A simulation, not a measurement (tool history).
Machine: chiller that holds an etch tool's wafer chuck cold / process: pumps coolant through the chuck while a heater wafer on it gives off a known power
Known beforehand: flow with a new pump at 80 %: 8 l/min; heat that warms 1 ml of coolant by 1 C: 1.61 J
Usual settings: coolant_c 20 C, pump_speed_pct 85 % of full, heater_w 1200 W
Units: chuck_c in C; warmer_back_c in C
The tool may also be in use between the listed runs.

{"run": 1, "hour": 0.0, "coolant_c": 20, "pump_speed_pct": 85, "heater_w": 1200, "chuck_c": 32.4, "warmer_back_c": 5.36}
{"run": 2, "hour": 113.9, "coolant_c": 20, "pump_speed_pct": 85, "heater_w": 1200, "chuck_c": 32.4, "warmer_back_c": 5.37}
{"run": 3, "hour": 215.0, "coolant_c": 20, "pump_speed_pct": 85, "heater_w": 1200, "chuck_c": 32.6, "warmer_back_c": 5.42}
{"run": 4, "hour": 314.5, "coolant_c": 20, "pump_speed_pct": 85, "heater_w": 1200, "chuck_c": 32.5, "warmer_back_c": 5.42}
{"run": 5, "hour": 373.2, "coolant_c": 20, "pump_speed_pct": 85, "heater_w": 1200, "chuck_c": 32.5, "warmer_back_c": 5.39}
{"run": 6, "hour": 487.5, "coolant_c": 27, "pump_speed_pct": 85, "heater_w": 1200, "chuck_c": 39.6, "warmer_back_c": 5.41}
{"run": 7, "hour": 593.0, "coolant_c": 20, "pump_speed_pct": 85, "heater_w": 1200, "chuck_c": 32.5, "warmer_back_c": 5.38}
{"run": 8, "hour": 686.5, "coolant_c": 23, "pump_speed_pct": 85, "heater_w": 1200, "chuck_c": 35.6, "warmer_back_c": 5.4}
{"run": 9, "hour": 737.4, "coolant_c": 23, "pump_speed_pct": 85, "heater_w": 1200, "chuck_c": 35.6, "warmer_back_c": 5.41}
{"run": 10, "hour": 788.9, "coolant_c": 20, "pump_speed_pct": 85, "heater_w": 1704, "chuck_c": 38, "warmer_back_c": 7.74}
{"run": 11, "hour": 892.3, "coolant_c": 20, "pump_speed_pct": 85, "heater_w": 1704, "chuck_c": 38, "warmer_back_c": 7.7}
{"run": 12, "hour": 944.6, "coolant_c": 21, "pump_speed_pct": 85, "heater_w": 921, "chuck_c": 30.8, "warmer_back_c": 4.13}
{"run": 13, "hour": 1045.5, "coolant_c": 27, "pump_speed_pct": 84, "heater_w": 778, "chuck_c": 35.3, "warmer_back_c": 3.6}
{"hour": 1139.7, "done": "chiller's thermometer calibrated"}
{"run": 14, "hour": 1146.5, "coolant_c": 15, "pump_speed_pct": 75, "heater_w": 778, "chuck_c": 23.8, "warmer_back_c": 4.05}
{"run": 15, "hour": 1206.8, "coolant_c": 15, "pump_speed_pct": 75, "heater_w": 778, "chuck_c": 23.8, "warmer_back_c": 4}
{"run": 16, "hour": 1272.4, "coolant_c": 30, "pump_speed_pct": 86, "heater_w": 766, "chuck_c": 38, "warmer_back_c": 3.44}
{"run": 17, "hour": 1334.7, "coolant_c": 30, "pump_speed_pct": 86, "heater_w": 766, "chuck_c": 38.2, "warmer_back_c": 3.48}
{"run": 18, "hour": 1432.8, "coolant_c": 23, "pump_speed_pct": 86, "heater_w": 1220, "chuck_c": 35.8, "warmer_back_c": 5.47}
{"run": 19, "hour": 1493.3, "coolant_c": 23, "pump_speed_pct": 86, "heater_w": 1220, "chuck_c": 35.9, "warmer_back_c": 5.53}
{"run": 20, "hour": 1553.5, "coolant_c": 14, "pump_speed_pct": 78, "heater_w": 1505, "chuck_c": 30.8, "warmer_back_c": 7.56}

Run 21 has not been measured yet. What should we expect?
{"run": 21, "hour": 1608.4, "coolant_c": 13, "pump_speed_pct": 76, "heater_w": 689, "chuck_c": "?", "warmer_back_c": "?"}

chuck_c: 20.8 C
warmer_back_c: 3.59 C
Take away the tool's hidden state, keep the run-to-run variation as it was, and the same run would have given chuck_c 19.8 C, warmer_back_c 3.42 C.
